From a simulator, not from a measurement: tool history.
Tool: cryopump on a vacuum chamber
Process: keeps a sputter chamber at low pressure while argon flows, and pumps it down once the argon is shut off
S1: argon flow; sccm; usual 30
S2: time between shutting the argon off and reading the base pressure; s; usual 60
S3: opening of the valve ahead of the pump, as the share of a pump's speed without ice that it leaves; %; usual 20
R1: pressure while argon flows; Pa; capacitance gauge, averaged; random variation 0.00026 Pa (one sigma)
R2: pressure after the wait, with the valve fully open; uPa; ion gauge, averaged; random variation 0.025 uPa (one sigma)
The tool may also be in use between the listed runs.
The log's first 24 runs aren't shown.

run,hour,S1,S2,S3,R1,R2
25,288.8,26,60,20,0.0927,1.33
26,300.7,30,183,20,0.106,0.72
27,312.9,30,183,20,0.106,0.77
28,329.1,30,183,20,0.1064,0.77
29,337,30,183,20,0.1066,0.73
30,349,30,183,20,0.1068,0.8
31,362.6,20,46,37,0.039,1.63
32,370.5,16,112,42,0.0279,1
33,382.3,33,52,20,0.1172,1.53
34,395.1,18,121,20,0.0642,0.91

Forecast each of these 4 alternatives for the next run:
A,407.8,49,51,56,?,?
B,407.8,13,202,52,?,?
C,407.8,22,57,20,?,?
D,407.8,36,60,20,?,?

run,R1,R2
A,0.064,1.52
B,0.0184,0.77
C,0.0784,1.41
D,0.1278,1.41
Without the tool's hidden state the same runs would have given:
run,R1,R2
A,0.0609,1.16
B,0.0176,0.4
C,0.077,1.05
D,0.1256,1.04
